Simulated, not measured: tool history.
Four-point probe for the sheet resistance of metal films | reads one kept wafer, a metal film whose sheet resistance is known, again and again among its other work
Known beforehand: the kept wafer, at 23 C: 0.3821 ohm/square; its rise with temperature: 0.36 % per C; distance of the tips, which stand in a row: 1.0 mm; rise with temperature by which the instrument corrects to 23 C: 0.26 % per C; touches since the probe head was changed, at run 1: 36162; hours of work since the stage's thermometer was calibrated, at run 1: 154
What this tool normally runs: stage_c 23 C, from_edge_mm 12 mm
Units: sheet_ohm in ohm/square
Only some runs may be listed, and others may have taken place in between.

run	day	stage_c	from_edge_mm	touches since the probe head was changed	hours of work since the stage's thermometer was calibrated	sheet_ohm
1	0.000	23	12	36162	154	0.383520
2	2.842	22	12	38173	187	0.382958
3	6.267	22	12	40595	226	0.383156
4	9.575	23	7	42935	264	0.386182
5	11.375	23	12	44208	285	0.383617
6	14.550	23	12	46453	321	0.383469
7	17.150	23	12	48292	351	0.383440
8	18.883	23	12	49517	370	0.383553
9	21.700	23	12	51510	403	0.383435
10	24.679	23	12	53617	437	0.383430
11	27.233	23	12	55422	466	0.383507
12	29.829	23	12	57257	496	0.383481
13	33.071	23	12	59552	533	0.383500
14	34.796	26	12	60771	552	0.384656
15	36.862	26	12	62233	576	0.384627
16	40.383	23	12	64722	616	0.383633
17	43.492	23	12	66921	652	0.383424
18	47.021	23	12	69417	692	0.383479
19	50.604	23	12	71950	733	0.383527
# day 53.946: new probe head fitted
20	54.296	23	12	250	775	0.383607
21	57.346	23	12	2404	810	0.383514
22	59.150	23	12	3681	830	0.383566
23	61.167	23	12	5107	853	0.383572
24	63.762	23	12	6942	883	0.383566
25	67.221	32	41	9389	923	0.385707
26	70.175	27	42	11477	956	0.383792
27	72.729	27	42	13286	986	0.383844
28	74.679	27	5	14665	1008	0.391785
29	77.342	23	41	16546	1038	0.382175
30	78.983	33	29	17709	1057	0.386293
31	80.479	31	13	18765	1074	0.386488
32	84.029	31	13	21277	1115	0.386477
33	87.450	26	32	23696	1154	0.383455
34	90.162	32	12	25614	1185	0.387027
35	93.379	23	6	27889	1222	0.387656
36	95.579	23	6	29446	1247	0.387750
37	97.229	23	6	30612	1266	0.387758
38	100.338	21	7	32810	1301	0.385517
39	103.729	21	7	35209	1340	0.385472
40	107.279	21	7	37719	1381	0.385508
41	109.025	18	5	38953	1401	0.388136
42	111.812	18	5	40925	1432	0.388244
43	114.346	31	9	42717	1461	0.387845

Each row is a separate what-if for the run after 43, all from the same tool condition, not one after another. Results?
A	117.383	19	9	44865	1496	?
B	117.383	25	54	44865	1496	?
C	117.383	28	9	44865	1496	?

run	sheet_ohm
A	0.383051
B	0.383016
C	0.386415
Stripped of hidden state, with their random variation kept, the same runs would have yielded:
run	sheet_ohm
A	0.383073
B	0.383038
C	0.386437

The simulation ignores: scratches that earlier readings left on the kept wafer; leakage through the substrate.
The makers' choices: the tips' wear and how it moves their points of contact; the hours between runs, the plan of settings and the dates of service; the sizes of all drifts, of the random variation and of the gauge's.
